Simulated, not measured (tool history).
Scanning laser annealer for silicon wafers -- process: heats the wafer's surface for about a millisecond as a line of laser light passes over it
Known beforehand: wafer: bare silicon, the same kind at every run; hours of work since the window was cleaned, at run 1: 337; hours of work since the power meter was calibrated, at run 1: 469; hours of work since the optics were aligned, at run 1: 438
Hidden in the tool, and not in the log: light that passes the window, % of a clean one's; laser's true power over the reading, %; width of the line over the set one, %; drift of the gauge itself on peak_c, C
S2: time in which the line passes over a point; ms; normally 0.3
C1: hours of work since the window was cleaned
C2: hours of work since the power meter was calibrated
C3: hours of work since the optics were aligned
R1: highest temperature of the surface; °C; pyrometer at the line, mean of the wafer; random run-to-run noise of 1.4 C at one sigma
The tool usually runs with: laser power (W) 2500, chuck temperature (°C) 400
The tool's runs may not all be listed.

run 1 hour=0 | laser_power_(W)=2500 S2=0.3 chuck_temperature_(°C)=400 | C1=337 C2=469 C3=438 | R1=1159
run 2 hour=25.6 | laser_power_(W)=2500 S2=0.3 chuck_temperature_(°C)=400 | C1=349 C2=482 C3=450 | R1=1157
run 3 hour=45.7 | laser_power_(W)=2500 S2=0.3 chuck_temperature_(°C)=400 | C1=359 C2=492 C3=460 | R1=1156
-- hour=60.5 window over the wafer cleaned
run 4 hour=68.1 | laser_power_(W)=2500 S2=0.3 chuck_temperature_(°C)=400 | C1=4 C2=502 C3=471 | R1=1169
run 5 hour=84.4 | laser_power_(W)=2500 S2=0.3 chuck_temperature_(°C)=400 | C1=12 C2=510 C3=479 | R1=1172
run 6 hour=105.1 | laser_power_(W)=2500 S2=0.3 chuck_temperature_(°C)=400 | C1=22 C2=520 C3=489 | R1=1171
run 7 hour=131.9 | laser_power_(W)=2463 S2=0.3 chuck_temperature_(°C)=400 | C1=35 C2=533 C3=502 | R1=1162
run 8 hour=161.7 | laser_power_(W)=2463 S2=0.3 chuck_temperature_(°C)=421 | C1=50 C2=548 C3=517 | R1=1179
run 9 hour=192.5 | laser_power_(W)=2712 S2=0.3 chuck_temperature_(°C)=400 | C1=65 C2=563 C3=532 | R1=1229
run 10 hour=223.6 | laser_power_(W)=2712 S2=0.3 chuck_temperature_(°C)=400 | C1=81 C2=579 C3=547 | R1=1227
run 11 hour=245.7 | laser_power_(W)=2712 S2=0.3 chuck_temperature_(°C)=400 | C1=92 C2=590 C3=558 | R1=1229
run 12 hour=278.2 | laser_power_(W)=2712 S2=0.3 chuck_temperature_(°C)=400 | C1=108 C2=606 C3=575 | R1=1227
run 13 hour=304.1 | laser_power_(W)=2333 S2=0.3 chuck_temperature_(°C)=400 | C1=121 C2=618 C3=587 | R1=1118
run 14 hour=336.3 | laser_power_(W)=2500 S2=0.3 chuck_temperature_(°C)=415 | C1=137 C2=634 C3=603 | R1=1182
run 15 hour=366.5 | laser_power_(W)=2500 S2=0.279 chuck_temperature_(°C)=400 | C1=151 C2=649 C3=618 | R1=1140
run 16 hour=394 | laser_power_(W)=2500 S2=0.279 chuck_temperature_(°C)=400 | C1=165 C2=663 C3=632 | R1=1137
run 17 hour=424.4 | laser_power_(W)=2500 S2=0.279 chuck_temperature_(°C)=400 | C1=180 C2=678 C3=647 | R1=1139
run 18 hour=447.7 | laser_power_(W)=2500 S2=0.279 chuck_temperature_(°C)=400 | C1=192 C2=690 C3=658 | R1=1141
run 19 hour=478.9 | laser_power_(W)=2500 S2=0.3 chuck_temperature_(°C)=419 | C1=207 C2=705 C3=674 | R1=1181
run 20 hour=512.5 | laser_power_(W)=2500 S2=0.3 chuck_temperature_(°C)=419 | C1=224 C2=722 C3=690 | R1=1183
run 21 hour=546.2 | laser_power_(W)=2500 S2=0.3 chuck_temperature_(°C)=419 | C1=240 C2=738 C3=707 | R1=1183
run 22 hour=564.6 | laser_power_(W)=2500 S2=0.3 chuck_temperature_(°C)=419 | C1=249 C2=747 C3=716 | R1=1182
run 23 hour=586.9 | laser_power_(W)=2279 S2=0.3 chuck_temperature_(°C)=437 | C1=261 C2=758 C3=727 | R1=1139
run 24 hour=608.5 | laser_power_(W)=2239 S2=0.285 chuck_temperature_(°C)=400 | C1=271 C2=769 C3=738 | R1=1070
run 25 hour=624.1 | laser_power_(W)=2146 S2=0.3 chuck_temperature_(°C)=400 | C1=279 C2=777 C3=746 | R1=1061
run 26 hour=649.9 | laser_power_(W)=2160 S2=0.3 chuck_temperature_(°C)=400 | C1=292 C2=790 C3=758 | R1=1065
run 27 hour=682.2 | laser_power_(W)=2365 S2=0.252 chuck_temperature_(°C)=428 | C1=308 C2=806 C3=774 | R1=1093
run 28 hour=698.2 | laser_power_(W)=2417 S2=0.252 chuck_temperature_(°C)=409 | C1=316 C2=814 C3=782 | R1=1086
run 29 hour=726.2 | laser_power_(W)=2417 S2=0.252 chuck_temperature_(°C)=409 | C1=329 C2=827 C3=796 | R1=1085
run 30 hour=755.4 | laser_power_(W)=2417 S2=0.252 chuck_temperature_(°C)=409 | C1=344 C2=842 C3=811 | R1=1087
run 31 hour=773.3 | laser_power_(W)=2330 S2=0.3 chuck_temperature_(°C)=400 | C1=353 C2=851 C3=820 | R1=1110
-- hour=800 window over the wafer cleaned
run 32 hour=804.7 | laser_power_(W)=2224 S2=0.3 chuck_temperature_(°C)=401 | C1=2 C2=865 C3=834 | R1=1092
run 33 hour=837.2 | laser_power_(W)=2661 S2=0.377 chuck_temperature_(°C)=401 | C1=18 C2=881 C3=850 | R1=1309
run 34 hour=868.7 | laser_power_(W)=2661 S2=0.377 chuck_temperature_(°C)=401 | C1=34 C2=897 C3=866 | R1=1308
run 35 hour=892.7 | laser_power_(W)=2500 S2=0.377 chuck_temperature_(°C)=400 | C1=46 C2=909 C3=878 | R1=1257
run 36 hour=920.7 | laser_power_(W)=2500 S2=0.377 chuck_temperature_(°C)=400 | C1=60 C2=923 C3=892 | R1=1256
run 37 hour=942.1 | laser_power_(W)=2138 S2=0.22 chuck_temperature_(°C)=371 | C1=70 C2=933 C3=902 | R1=944

What will run 38 give?
run 38 hour=963.9 | laser_power_(W)=2386 S2=0.364 chuck_temperature_(°C)=401 | C1=81 C2=944 C3=913 | R1=?

R1: 1206 °C
With the hidden condition absent and the run-to-run variation left alone, this run would have shown R1 1215 °C.
